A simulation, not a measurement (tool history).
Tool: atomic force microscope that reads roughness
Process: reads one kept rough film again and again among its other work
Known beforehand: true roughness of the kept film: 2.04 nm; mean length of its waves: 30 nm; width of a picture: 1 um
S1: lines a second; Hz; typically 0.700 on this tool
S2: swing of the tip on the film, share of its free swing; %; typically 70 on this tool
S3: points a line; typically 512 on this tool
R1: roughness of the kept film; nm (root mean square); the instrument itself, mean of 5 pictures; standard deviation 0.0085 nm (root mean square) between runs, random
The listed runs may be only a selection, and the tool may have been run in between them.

run   hour     S1  S2   S3     R1
  1    0.0  0.700  70  512  1.837
  2    9.1  0.700  70  512  1.828
  3   17.3  0.700  70  512  1.825
  4   25.0  0.700  70  512  1.825
  5   29.5  0.700  70  512  1.810
  6   36.5  0.700  78  512  1.796
  7   46.0  0.700  70  512  1.803
  8   50.8  0.700  70  512  1.817
  9   54.8  0.700  70  512  1.807
 10   59.4  0.700  70  512  1.828
 11   65.6  0.700  70  512  1.810
 12   72.9  0.700  70  512  1.832
 13   82.3  0.700  66  512  1.824
 14   91.1  0.700  66  512  1.831
 15   98.4  0.700  66  512  1.808
 16  107.6  0.700  70  512  1.820
 17  112.6  0.700  70  512  1.830
 18  117.0  0.700  70  512  1.811
 19  122.4  0.700  70  512  1.801
 20  130.3  0.700  71  613  1.801
 21  134.4  1.646  70  951  1.731
 22  142.5  1.646  70  320  1.716
 23  150.3  0.854  59  960  1.830
 24  156.5  0.897  59  352  1.819
 25  165.1  2.619  74  423  1.612
 26  171.8  1.901  64  443  1.756
 27  176.8  1.901  71  443  1.698
 28  183.1  1.901  71  443  1.704
 29  191.6  0.700  70  515  1.812
 30  197.8  3.608  70  515  1.590
 31  206.7  3.608  70  515  1.586
 32  211.8  3.608  61  440  1.683
 33  220.5  3.805  72  886  1.567

Each row is a separate what-if for the run after 33, all from the same tool condition, not one after another. Results?
  A  226.1  3.085  72  886   ?
  B  226.1  1.523  72  787   ?
  C  226.1  1.867  70  270   ?
  D  226.1  3.805  87  886   ?

run     R1
  A  1.611
  B  1.712
  C  1.701
  D  1.334
With no hidden state in the tool, these same runs would have given:
run     R1
  A  1.699
  B  1.806
  C  1.795
  D  1.407

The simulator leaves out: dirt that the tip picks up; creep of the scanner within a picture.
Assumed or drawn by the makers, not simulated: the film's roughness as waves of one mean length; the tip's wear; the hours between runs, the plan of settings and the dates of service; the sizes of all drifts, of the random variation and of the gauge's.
